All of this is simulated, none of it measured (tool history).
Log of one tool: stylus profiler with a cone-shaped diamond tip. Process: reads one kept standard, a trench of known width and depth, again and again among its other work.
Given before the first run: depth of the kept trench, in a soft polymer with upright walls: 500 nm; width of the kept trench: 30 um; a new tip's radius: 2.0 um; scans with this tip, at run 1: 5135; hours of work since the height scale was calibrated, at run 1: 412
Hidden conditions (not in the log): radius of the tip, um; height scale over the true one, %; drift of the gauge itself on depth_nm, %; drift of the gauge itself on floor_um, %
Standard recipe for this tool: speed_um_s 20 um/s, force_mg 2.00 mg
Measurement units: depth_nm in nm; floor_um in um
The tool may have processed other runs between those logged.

| run | hour | speed_um_s | force_mg | scans with this tip | hours of work since the height scale was calibrated | depth_nm | floor_um |
|---|---|---|---|---|---|---|---|
| 1 | 0.0 | 20 | 2.00 | 5135 | 412 | 505.61 | 26.44 |
| 2 | 9.4 | 20 | 3.20 | 5214 | 418 | 507.79 | 26.48 |
| 3 | 22.6 | 20 | 2.00 | 5326 | 427 | 505.61 | 26.38 |
| 4 | 37.0 | 20 | 1.64 | 5447 | 437 | 504.73 | 26.31 |
| 5 | 47.6 | 20 | 2.58 | 5537 | 444 | 506.68 | 26.42 |
| 6 | 57.0 | 29 | 2.00 | 5615 | 450 | 505.76 | 26.32 |
| 7 | 69.3 | 29 | 2.00 | 5719 | 459 | 505.43 | 26.27 |
| 8 | 85.0 | 20 | 2.00 | 5851 | 469 | 505.45 | 26.35 |
| 9 | 93.9 | 17 | 2.00 | 5926 | 475 | 505.57 | 26.32 |
| 10 | 101.9 | 17 | 2.00 | 5994 | 481 | 505.39 | 26.32 |
| 11 | 112.8 | 20 | 2.09 | 6086 | 488 | 505.58 | 26.25 |
| 12 | 121.5 | 20 | 5.56 | 6159 | 494 | 511.52 | 26.30 |
| 13 | 133.4 | 20 | 2.00 | 6260 | 502 | 505.17 | 26.23 |
| 14 | 145.0 | 20 | 2.00 | 6357 | 510 | 505.56 | 26.20 |
| 15 | 152.9 | 15 | 2.00 | 6424 | 515 | 505.59 | 26.26 |
| 16 | 168.3 | 15 | 2.00 | 6554 | 526 | 505.33 | 26.24 |
| 17 | 177.6 | 76 | 2.14 | 6632 | 532 | 505.96 | 25.81 |
| 18 | 191.6 | 44 | 2.00 | 6750 | 541 | 505.49 | 25.94 |
| 19 | 201.1 | 44 | 2.00 | 6830 | 548 | 505.59 | 25.92 |
| 20 | 215.6 | 44 | 2.00 | 6952 | 558 | 505.04 | 25.98 |
| 21 | 224.1 | 11 | 1.90 | 7024 | 563 | 504.87 | 26.18 |
| 22 | 238.9 | 6 | 0.77 | 7149 | 573 | 502.39 | 26.19 |
| 23 | 246.1 | 59 | 1.54 | 7209 | 578 | 504.40 | 25.85 |
| 24 | 259.5 | 59 | 1.54 | 7323 | 587 | 504.44 | 25.83 |

Estimate the outcome of run 25 from the log above:
| 25 | 266.4 | 59 | 1.54 | 7381 | 592 | ? | ? |

{"run 25": {"depth_nm": 504.55, "floor_um": 25.76}}
With the hidden condition absent and the run-to-run variation left alone, this run would have shown depth_nm 505.65 nm, floor_um 26.87 um.

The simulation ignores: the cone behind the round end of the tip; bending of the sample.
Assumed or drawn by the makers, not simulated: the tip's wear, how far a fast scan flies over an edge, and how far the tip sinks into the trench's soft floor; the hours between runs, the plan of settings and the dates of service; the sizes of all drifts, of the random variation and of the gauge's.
